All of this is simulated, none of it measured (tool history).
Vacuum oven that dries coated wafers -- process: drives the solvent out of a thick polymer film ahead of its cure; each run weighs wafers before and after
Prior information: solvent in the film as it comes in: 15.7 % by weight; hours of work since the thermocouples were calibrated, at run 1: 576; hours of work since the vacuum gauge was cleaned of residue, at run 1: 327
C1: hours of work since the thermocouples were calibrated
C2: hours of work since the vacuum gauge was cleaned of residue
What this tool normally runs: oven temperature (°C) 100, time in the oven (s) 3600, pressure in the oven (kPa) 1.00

{"run": 1, "hour": 0.0, "oven temperature (°C)": 100, "time in the oven (s)": 3600, "pressure in the oven (kPa)": 1.0, "C1": 576, "C2": 327, "solvent left in the film (%)": 3.3}
{"run": 2, "hour": 25.9, "oven temperature (°C)": 100, "time in the oven (s)": 3600, "pressure in the oven (kPa)": 1.0, "C1": 587, "C2": 338, "solvent left in the film (%)": 3.28}
{"run": 3, "hour": 48.5, "oven temperature (°C)": 100, "time in the oven (s)": 3600, "pressure in the oven (kPa)": 1.0, "C1": 597, "C2": 348, "solvent left in the film (%)": 3.21}
{"run": 4, "hour": 97.6, "oven temperature (°C)": 100, "time in the oven (s)": 3600, "pressure in the oven (kPa)": 1.0, "C1": 618, "C2": 369, "solvent left in the film (%)": 3.32}
{"run": 5, "hour": 139.9, "oven temperature (°C)": 108, "time in the oven (s)": 3600, "pressure in the oven (kPa)": 1.0, "C1": 636, "C2": 388, "solvent left in the film (%)": 1.67}
{"run": 6, "hour": 171.3, "oven temperature (°C)": 100, "time in the oven (s)": 3180, "pressure in the oven (kPa)": 1.0, "C1": 650, "C2": 401, "solvent left in the film (%)": 3.77}
{"run": 7, "hour": 221.0, "oven temperature (°C)": 100, "time in the oven (s)": 3180, "pressure in the oven (kPa)": 1.0, "C1": 671, "C2": 423, "solvent left in the film (%)": 3.77}
{"run": 8, "hour": 246.9, "oven temperature (°C)": 100, "time in the oven (s)": 3180, "pressure in the oven (kPa)": 1.0, "C1": 683, "C2": 434, "solvent left in the film (%)": 3.81}
{"run": 9, "hour": 300.4, "oven temperature (°C)": 100, "time in the oven (s)": 3600, "pressure in the oven (kPa)": 1.0, "C1": 706, "C2": 457, "solvent left in the film (%)": 3.4}
{"run": 10, "hour": 346.2, "oven temperature (°C)": 100, "time in the oven (s)": 2520, "pressure in the oven (kPa)": 1.0, "C1": 726, "C2": 477, "solvent left in the film (%)": 4.87}
{"run": 11, "hour": 368.4, "oven temperature (°C)": 100, "time in the oven (s)": 2520, "pressure in the oven (kPa)": 1.0, "C1": 735, "C2": 487, "solvent left in the film (%)": 4.87}
{"run": 12, "hour": 393.1, "oven temperature (°C)": 100, "time in the oven (s)": 4920, "pressure in the oven (kPa)": 1.0, "C1": 746, "C2": 497, "solvent left in the film (%)": 2.19}
{"run": 13, "hour": 420.6, "oven temperature (°C)": 100, "time in the oven (s)": 4920, "pressure in the oven (kPa)": 1.0, "C1": 758, "C2": 509, "solvent left in the film (%)": 2.21}
{"run": 14, "hour": 447.7, "oven temperature (°C)": 100, "time in the oven (s)": 4920, "pressure in the oven (kPa)": 1.0, "C1": 770, "C2": 521, "solvent left in the film (%)": 2.15}
{"run": 15, "hour": 483.0, "oven temperature (°C)": 111, "time in the oven (s)": 3120, "pressure in the oven (kPa)": 1.33, "C1": 785, "C2": 536, "solvent left in the film (%)": 1.79}
{"run": 16, "hour": 516.2, "oven temperature (°C)": 98, "time in the oven (s)": 3120, "pressure in the oven (kPa)": 2.65, "C1": 799, "C2": 551, "solvent left in the film (%)": 5.31}
{"run": 17, "hour": 568.3, "oven temperature (°C)": 98, "time in the oven (s)": 3120, "pressure in the oven (kPa)": 2.65, "C1": 822, "C2": 573, "solvent left in the film (%)": 5.27}
{"run": 18, "hour": 607.0, "oven temperature (°C)": 98, "time in the oven (s)": 3120, "pressure in the oven (kPa)": 2.65, "C1": 839, "C2": 590, "solvent left in the film (%)": 5.28}
{"run": 19, "hour": 659.7, "oven temperature (°C)": 85, "time in the oven (s)": 2940, "pressure in the oven (kPa)": 2.64, "C1": 861, "C2": 613, "solvent left in the film (%)": 9.13}
{"run": 20, "hour": 700.2, "oven temperature (°C)": 103, "time in the oven (s)": 1800, "pressure in the oven (kPa)": 1.16, "C1": 879, "C2": 630, "solvent left in the film (%)": 5.79}
{"run": 21, "hour": 751.4, "oven temperature (°C)": 114, "time in the oven (s)": 5460, "pressure in the oven (kPa)": 3.83, "C1": 901, "C2": 653, "solvent left in the film (%)": 1.55}
{"run": 22, "hour": 791.3, "oven temperature (°C)": 114, "time in the oven (s)": 5460, "pressure in the oven (kPa)": 3.83, "C1": 918, "C2": 670, "solvent left in the film (%)": 1.54}
{"run": 23, "hour": 825.0, "oven temperature (°C)": 114, "time in the oven (s)": 3960, "pressure in the oven (kPa)": 3.83, "C1": 933, "C2": 685, "solvent left in the film (%)": 1.84}
{"run": 24, "hour": 851.2, "oven temperature (°C)": 100, "time in the oven (s)": 4860, "pressure in the oven (kPa)": 1.0, "C1": 944, "C2": 696, "solvent left in the film (%)": 2.31}
{"run": 25, "hour": 887.5, "oven temperature (°C)": 97, "time in the oven (s)": 5760, "pressure in the oven (kPa)": 0.78, "C1": 960, "C2": 712, "solvent left in the film (%)": 2.28}
{"run": 26, "hour": 940.1, "oven temperature (°C)": 87, "time in the oven (s)": 3060, "pressure in the oven (kPa)": 1.05, "C1": 983, "C2": 734, "solvent left in the film (%)": 7.57}
{"run": 27, "hour": 963.6, "oven temperature (°C)": 87, "time in the oven (s)": 2760, "pressure in the oven (kPa)": 0.74, "C1": 993, "C2": 745, "solvent left in the film (%)": 7.76}
{"run": 28, "hour": 1008.4, "oven temperature (°C)": 100, "time in the oven (s)": 3840, "pressure in the oven (kPa)": 0.69, "C1": 1013, "C2": 764, "solvent left in the film (%)": 3.03}

Predict each of these 4 candidate next runs independently; none follows another, all start after run 28:
{"run": "A", "hour": 1033.5, "oven temperature (°C)": 94, "time in the oven (s)": 3840, "pressure in the oven (kPa)": 0.69, "C1": 1023, "C2": 775, "solvent left in the film (%)": "?"}
{"run": "B", "hour": 1033.5, "oven temperature (°C)": 100, "time in the oven (s)": 2820, "pressure in the oven (kPa)": 0.83, "C1": 1023, "C2": 775, "solvent left in the film (%)": "?"}
{"run": "C", "hour": 1033.5, "oven temperature (°C)": 100, "time in the oven (s)": 2400, "pressure in the oven (kPa)": 0.69, "C1": 1023, "C2": 775, "solvent left in the film (%)": "?"}
{"run": "D", "hour": 1033.5, "oven temperature (°C)": 100, "time in the oven (s)": 3600, "pressure in the oven (kPa)": 0.9, "C1": 1023, "C2": 775, "solvent left in the film (%)": "?"}

run=A solvent_left_in_the_film_(%)=4.60
run=B solvent_left_in_the_film_(%)=4.47
run=C solvent_left_in_the_film_(%)=5.13
run=D solvent_left_in_the_film_(%)=3.50
Stripped of hidden state, with their random variation kept, the same runs would have yielded:
run=A solvent_left_in_the_film_(%)=4.11
run=B solvent_left_in_the_film_(%)=4.01
run=C solvent_left_in_the_film_(%)=4.68
run=D solvent_left_in_the_film_(%)=3.06
